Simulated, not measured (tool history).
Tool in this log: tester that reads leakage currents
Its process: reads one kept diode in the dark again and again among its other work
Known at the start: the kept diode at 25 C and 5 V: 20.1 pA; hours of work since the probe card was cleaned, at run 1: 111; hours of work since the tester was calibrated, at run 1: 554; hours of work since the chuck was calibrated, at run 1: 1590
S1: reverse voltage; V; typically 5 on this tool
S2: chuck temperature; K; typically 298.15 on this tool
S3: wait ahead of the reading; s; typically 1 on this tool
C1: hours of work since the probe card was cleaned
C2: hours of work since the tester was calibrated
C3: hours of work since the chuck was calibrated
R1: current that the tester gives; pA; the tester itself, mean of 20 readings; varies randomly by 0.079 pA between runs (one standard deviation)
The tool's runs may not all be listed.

run,day,S1,S2,S3,C1,C2,C3,R1
1,0,5,298.15,1,111,554,1590,19.2
2,0.542,5,293.15,1,121,564,1600,12.53
3,1.342,5,298.15,6.11,135,578,1614,19.12
4,2.112,5,298.15,6.11,149,592,1628,19.28
5,2.829,5,298.15,6.11,162,605,1641,19.13
6,3.592,5,298.15,6.11,176,619,1654,19.33
7,4.829,16.18,298.15,1,198,641,1676,38.17
8,5.7,16.18,298.15,1,213,656,1692,38.16
9,6.7,4.02,300.15,6.95,231,674,1710,20.46
10,7.438,4.02,300.15,6.95,244,687,1723,20.46
11,8.25,2.78,295.15,1,259,702,1737,10.93
12,9.025,13.08,295.15,1,273,716,1751,26.78
13,9.583,13.08,295.15,1,283,726,1761,26.8
14,10.6,1.97,300.15,1.44,301,744,1779,13.84
15,11.575,1.97,307.15,3.54,318,761,1797,25.28

Here are 3 independent what-if runs from the current tool condition. What would each one return?
A,12.533,1.18,310.15,3.54,335,778,1814,?
B,12.533,8.94,298.15,0.79,335,778,1814,?
C,12.533,16.31,329.15,0.96,335,778,1814,?

run,R1
A,24.46
B,27.88
C,453.1
With the hidden condition removed and each run's random variation left untouched, the same runs would have given:
run,R1
A,26.16
B,28.22
C,481.66
